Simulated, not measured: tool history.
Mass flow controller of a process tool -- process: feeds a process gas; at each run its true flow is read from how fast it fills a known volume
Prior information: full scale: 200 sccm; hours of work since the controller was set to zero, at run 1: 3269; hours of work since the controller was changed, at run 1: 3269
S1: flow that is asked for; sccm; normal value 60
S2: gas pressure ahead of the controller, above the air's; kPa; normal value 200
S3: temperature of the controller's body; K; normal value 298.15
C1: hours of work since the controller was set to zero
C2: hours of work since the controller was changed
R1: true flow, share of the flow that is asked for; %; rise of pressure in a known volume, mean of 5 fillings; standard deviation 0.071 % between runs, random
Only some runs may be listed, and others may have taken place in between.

run 1 hour=0.0 | S1=60 S2=200 S3=298.15 | C1=3269 C2=3269 | R1=99.80
run 2 hour=146.7 | S1=60 S2=200 S3=298.15 | C1=3360 C2=3360 | R1=99.70
run 3 hour=373.6 | S1=60 S2=200 S3=298.15 | C1=3501 C2=3501 | R1=99.85
run 4 hour=616.0 | S1=83 S2=200 S3=298.15 | C1=3652 C2=3652 | R1=99.81
run 5 hour=750.4 | S1=83 S2=200 S3=298.15 | C1=3735 C2=3735 | R1=99.95
run 6 hour=997.2 | S1=185 S2=200 S3=298.15 | C1=3888 C2=3888 | R1=100.18
run 7 hour=1242.1 | S1=185 S2=200 S3=296.15 | C1=4041 C2=4041 | R1=100.39
run 8 hour=1379.3 | S1=185 S2=200 S3=296.15 | C1=4126 C2=4126 | R1=100.41
run 9 hour=1556.1 | S1=185 S2=200 S3=296.15 | C1=4236 C2=4236 | R1=100.33
run 10 hour=1718.8 | S1=60 S2=158 S3=298.15 | C1=4337 C2=4337 | R1=100.37
run 11 hour=1888.9 | S1=60 S2=158 S3=298.15 | C1=4443 C2=4443 | R1=100.39
run 12 hour=1999.4 | S1=60 S2=158 S3=298.15 | C1=4511 C2=4511 | R1=100.45
run 13 hour=2181.1 | S1=60 S2=211 S3=298.15 | C1=4624 C2=4624 | R1=100.21
run 14 hour=2389.2 | S1=60 S2=211 S3=298.15 | C1=4753 C2=4753 | R1=100.26
run 15 hour=2588.0 | S1=60 S2=211 S3=298.15 | C1=4877 C2=4877 | R1=100.40
run 16 hour=2761.6 | S1=60 S2=211 S3=298.15 | C1=4985 C2=4985 | R1=100.30
run 17 hour=2931.5 | S1=60 S2=165 S3=298.15 | C1=5090 C2=5090 | R1=100.62
run 18 hour=3126.0 | S1=60 S2=165 S3=298.15 | C1=5211 C2=5211 | R1=100.65
-- hour=3305.4 gauge calibrated
run 19 hour=3310.5 | S1=60 S2=165 S3=298.15 | C1=5326 C2=5326 | R1=99.89
run 20 hour=3441.7 | S1=191 S2=164 S3=305.15 | C1=5407 C2=5407 | R1=99.88
-- hour=3578.0 controller exchanged for a calibrated one
run 21 hour=3578.0 | S1=66 S2=223 S3=309.15 | C1=0 C2=0 | R1=99.38
run 22 hour=3806.6 | S1=60 S2=264 S3=311.15 | C1=142 C2=142 | R1=99.07
run 23 hour=4025.0 | S1=60 S2=264 S3=311.15 | C1=278 C2=278 | R1=99.12
run 24 hour=4232.0 | S1=60 S2=183 S3=305.15 | C1=406 C2=406 | R1=99.77
run 25 hour=4403.2 | S1=27 S2=200 S3=298.15 | C1=513 C2=513 | R1=99.99
run 26 hour=4584.0 | S1=27 S2=200 S3=298.15 | C1=625 C2=625 | R1=100.02
run 27 hour=4835.9 | S1=105 S2=213 S3=303.15 | C1=782 C2=782 | R1=99.88
run 28 hour=4952.5 | S1=23 S2=256 S3=301.15 | C1=854 C2=854 | R1=99.65
run 29 hour=5094.9 | S1=60 S2=159 S3=303.15 | C1=942 C2=942 | R1=100.17
run 30 hour=5268.1 | S1=60 S2=159 S3=300.15 | C1=1050 C2=1050 | R1=100.29
run 31 hour=5402.2 | S1=60 S2=159 S3=300.15 | C1=1133 C2=1133 | R1=100.49
run 32 hour=5577.4 | S1=127 S2=200 S3=296.15 | C1=1242 C2=1242 | R1=100.42
run 33 hour=5692.4 | S1=23 S2=166 S3=300.15 | C1=1314 C2=1314 | R1=100.19
run 34 hour=5945.1 | S1=23 S2=180 S3=300.15 | C1=1471 C2=1471 | R1=100.29
run 35 hour=6152.3 | S1=74 S2=203 S3=297.15 | C1=1599 C2=1599 | R1=100.48

Some steps in R1 between neighbouring runs. How much of each would the tool show without its hidden state too (settings, what came in, random variation), and how much is left for the hidden state, with any gauge scatter that isn't in both results?
The tool's hidden condition here consists of: flow at rest that the sensor doesn't see, % of full scale; true flow over the shown one, %; drift of the gauge itself on true_pct, %.
Run 3 -> 4: S1 60 -> 83. R1 -0.04 %: hidden state +0.06, all else -0.10.
Run 5 -> 6: S1 83 -> 185. R1 +0.23 %: hidden state +0.07, all else +0.16.
Run 18 -> 19: gauge calibrated. R1 -0.76 %: hidden state -0.70, all else -0.06.
Run 23 -> 24: S2 264 -> 183, S3 311.15 -> 305.15. R1 +0.65 %: hidden state +0.04, all else +0.61.
Run 28 -> 29: S1 23 -> 60, S2 256 -> 159, S3 301.15 -> 303.15. R1 +0.52 %: hidden state +0.03, all else +0.49.
